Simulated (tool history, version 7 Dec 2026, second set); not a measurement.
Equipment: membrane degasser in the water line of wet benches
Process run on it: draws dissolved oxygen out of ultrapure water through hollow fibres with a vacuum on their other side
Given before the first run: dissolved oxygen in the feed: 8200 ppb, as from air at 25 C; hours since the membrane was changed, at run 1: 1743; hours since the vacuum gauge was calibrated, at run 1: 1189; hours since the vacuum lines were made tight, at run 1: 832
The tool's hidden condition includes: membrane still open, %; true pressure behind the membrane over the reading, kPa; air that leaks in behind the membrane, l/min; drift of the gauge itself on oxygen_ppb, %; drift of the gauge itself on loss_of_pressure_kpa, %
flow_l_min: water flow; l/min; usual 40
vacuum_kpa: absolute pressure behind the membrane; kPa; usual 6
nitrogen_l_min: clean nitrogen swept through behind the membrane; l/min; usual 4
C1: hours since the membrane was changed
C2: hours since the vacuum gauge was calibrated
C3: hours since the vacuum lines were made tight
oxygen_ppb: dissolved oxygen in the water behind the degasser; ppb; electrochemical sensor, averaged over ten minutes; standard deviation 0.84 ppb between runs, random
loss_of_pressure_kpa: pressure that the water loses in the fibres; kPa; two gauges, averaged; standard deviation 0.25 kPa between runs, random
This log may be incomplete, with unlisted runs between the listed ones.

Run 1, hour 0: usual settings; C1 1743; C2 1189; C3 832. Result: oxygen_ppb 83.3 ppb, loss_of_pressure_kpa 70.14 kPa.
Run 2, hour 60: usual settings; C1 1803; C2 1249; C3 892. Result: oxygen_ppb 81.7 ppb, loss_of_pressure_kpa 70.35 kPa.
Run 3, hour 100.5: usual settings; C1 1843; C2 1289; C3 932. Result: oxygen_ppb 83.3 ppb, loss_of_pressure_kpa 70.31 kPa.
Run 4, hour 163.6: usual settings but nitrogen_l_min 10.55 l/min; C1 1906; C2 1352; C3 996. Result: oxygen_ppb 41.9 ppb, loss_of_pressure_kpa 70.43 kPa.
Run 5, hour 190.9: usual settings but nitrogen_l_min 10.55 l/min; C1 1933; C2 1380; C3 1023. Result: oxygen_ppb 42.1 ppb, loss_of_pressure_kpa 70.26 kPa.
Run 6, hour 223.5: usual settings but nitrogen_l_min 10.55 l/min; C1 1966; C2 1412; C3 1055. Result: oxygen_ppb 41.5 ppb, loss_of_pressure_kpa 70.46 kPa.
Run 7, hour 259.6: usual settings but nitrogen_l_min 3.1 l/min; C1 2002; C2 1448; C3 1091. Result: oxygen_ppb 101.6 ppb, loss_of_pressure_kpa 70.94 kPa.
Run 8, hour 293.6: usual settings but nitrogen_l_min 3.1 l/min; C1 2036; C2 1482; C3 1126. Result: oxygen_ppb 101.7 ppb, loss_of_pressure_kpa 70.88 kPa.
Run 9, hour 331.2: usual settings but nitrogen_l_min 3.1 l/min; C1 2074; C2 1520; C3 1163. Result: oxygen_ppb 104 ppb, loss_of_pressure_kpa 71 kPa.
Run 10, hour 393.8: usual settings but nitrogen_l_min 3.1 l/min; C1 2136; C2 1582; C3 1226. Result: oxygen_ppb 102.9 ppb, loss_of_pressure_kpa 70.91 kPa.
Run 11, hour 441.7: usual settings but nitrogen_l_min 3.1 l/min; C1 2184; C2 1630; C3 1274. Result: oxygen_ppb 103.6 ppb, loss_of_pressure_kpa 71.4 kPa.
Run 12, hour 472.5: usual settings but flow_l_min 24 l/min, vacuum_kpa 3.94 kPa, nitrogen_l_min 2.23 l/min; C1 2215; C2 1661; C3 1304. Result: oxygen_ppb 24.2 ppb, loss_of_pressure_kpa 42.38 kPa.
Run 13, hour 516.7: usual settings but flow_l_min 33 l/min, vacuum_kpa 14.71 kPa, nitrogen_l_min 3.05 l/min; C1 2259; C2 1705; C3 1349. Result: oxygen_ppb 290.5 ppb, loss_of_pressure_kpa 58.21 kPa.
Run 14, hour 579.6: usual settings but flow_l_min 33 l/min, vacuum_kpa 14.71 kPa, nitrogen_l_min 3.05 l/min; C1 2322; C2 1768; C3 1412. Result: oxygen_ppb 290.7 ppb, loss_of_pressure_kpa 58.43 kPa.
Run 15, hour 638.3: usual settings but flow_l_min 33 l/min, vacuum_kpa 14.71 kPa, nitrogen_l_min 3.05 l/min; C1 2381; C2 1827; C3 1470. Result: oxygen_ppb 292.9 ppb, loss_of_pressure_kpa 58.4 kPa.
Run 16, hour 684.4: usual settings but flow_l_min 33 l/min, vacuum_kpa 14.71 kPa, nitrogen_l_min 3.05 l/min; C1 2427; C2 1873; C3 1516. Result: oxygen_ppb 294.9 ppb, loss_of_pressure_kpa 58.44 kPa.
Run 17, hour 717.2: usual settings but flow_l_min 24 l/min, vacuum_kpa 8.46 kPa, nitrogen_l_min 8.17 l/min; C1 2460; C2 1906; C3 1549. Result: oxygen_ppb 40.7 ppb, loss_of_pressure_kpa 42.22 kPa.
Run 18, hour 780.8: usual settings but flow_l_min 24 l/min, vacuum_kpa 8.46 kPa, nitrogen_l_min 8.17 l/min; C1 2523; C2 1969; C3 1613. Result: oxygen_ppb 41 ppb, loss_of_pressure_kpa 42.65 kPa.
Run 19, hour 810.7: usual settings but flow_l_min 25 l/min, vacuum_kpa 4.92 kPa; C1 2553; C2 1999; C3 1643. Result: oxygen_ppb 30.6 ppb, loss_of_pressure_kpa 44.68 kPa.
Run 20, hour 866.7: usual settings but flow_l_min 43 l/min, vacuum_kpa 14.31 kPa, nitrogen_l_min 2.65 l/min; C1 2609; C2 2055; C3 1699. Result: oxygen_ppb 423.1 ppb, loss_of_pressure_kpa 76.18 kPa.
Run 21, hour 901: usual settings but flow_l_min 43 l/min, vacuum_kpa 14.31 kPa, nitrogen_l_min 2.65 l/min; C1 2644; C2 2090; C3 1733. Result: oxygen_ppb 412.5 ppb, loss_of_pressure_kpa 76.41 kPa.
Run 22, hour 941.1: usual settings but flow_l_min 43 l/min, vacuum_kpa 14.31 kPa, nitrogen_l_min 2.65 l/min; C1 2684; C2 2130; C3 1773. Result: oxygen_ppb 416.6 ppb, loss_of_pressure_kpa 76.95 kPa.

Each row is a separate what-if for the run after 22, all from the same tool condition, not one after another. Results?
Run A, hour 988.1: usual settings but flow_l_min 56 l/min, vacuum_kpa 14.31 kPa, nitrogen_l_min 2.25 l/min; C1 2731; C2 2177; C3 1820. Result: oxygen_ppb ?, loss_of_pressure_kpa ?.
Run B, hour 988.1: usual settings but flow_l_min 27 l/min, vacuum_kpa 9.33 kPa, nitrogen_l_min 3.07 l/min; C1 2731; C2 2177; C3 1820. Result: oxygen_ppb ?, loss_of_pressure_kpa ?.
Run C, hour 988.1: usual settings but vacuum_kpa 5.97 kPa; C1 2731; C2 2177; C3 1820. Result: oxygen_ppb ?, loss_of_pressure_kpa ?.
Run D, hour 988.1: usual settings but flow_l_min 57 l/min, vacuum_kpa 5.39 kPa, nitrogen_l_min 11.39 l/min; C1 2731; C2 2177; C3 1820. Result: oxygen_ppb ?, loss_of_pressure_kpa ?.
Run E, hour 988.1: usual settings but flow_l_min 30 l/min, vacuum_kpa 14.31 kPa, nitrogen_l_min 2.65 l/min; C1 2731; C2 2177; C3 1820. Result: oxygen_ppb ?, loss_of_pressure_kpa ?.

run  oxygen_ppb  loss_of_pressure_kpa
  A       632.6                100.43
  B       135.2                  48.2
  C        86.5                 71.28
  D        86.6                101.44
  E       299.4                 53.92
What these runs would have given with no unlogged condition in the tool:
run  oxygen_ppb  loss_of_pressure_kpa
  A       613.7                 96.43
  B       129.7                 46.28
  C        78.4                 68.44
  D        73.6                 97.39
  E       291.7                 51.77
